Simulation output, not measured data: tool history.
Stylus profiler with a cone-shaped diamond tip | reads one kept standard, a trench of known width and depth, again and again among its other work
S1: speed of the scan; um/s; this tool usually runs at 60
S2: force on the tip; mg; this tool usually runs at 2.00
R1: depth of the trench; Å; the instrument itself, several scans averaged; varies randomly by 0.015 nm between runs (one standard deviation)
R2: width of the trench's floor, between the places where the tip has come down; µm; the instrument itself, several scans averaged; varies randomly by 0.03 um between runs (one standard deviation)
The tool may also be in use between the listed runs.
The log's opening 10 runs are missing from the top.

run	hour	S1	S2	R1	R2
# hour 429.4: height scale calibrated on a step standard, once more
11	441.6	92	2.00	1010.8	26.94
12	498.0	60	1.37	1008.1	27.03
13	539.9	60	2.16	1011.0	27.12
14	588.4	60	1.61	1009.5	26.98
15	646.9	60	2.00	1010.7	27.07
16	689.5	60	2.00	1010.9	27.08
17	727.1	60	2.00	1010.9	27.00
18	791.0	60	2.00	1010.9	27.00
19	857.7	60	4.55	1019.0	27.04
20	921.1	47	2.00	1011.5	27.06
21	960.4	47	2.00	1011.5	27.12
22	1027.0	47	2.00	1011.5	26.98
23	1093.7	47	2.00	1011.6	27.03

Forecast run 24:
24	1156.0	64	2.00	?	?

{"run 24": {"R1": 1011.6, "R2": 26.87}}
Were there no unlogged condition in the tool, this run, its random variation unchanged, would have produced R1 1010.9 Å, R2 27.64 µm.

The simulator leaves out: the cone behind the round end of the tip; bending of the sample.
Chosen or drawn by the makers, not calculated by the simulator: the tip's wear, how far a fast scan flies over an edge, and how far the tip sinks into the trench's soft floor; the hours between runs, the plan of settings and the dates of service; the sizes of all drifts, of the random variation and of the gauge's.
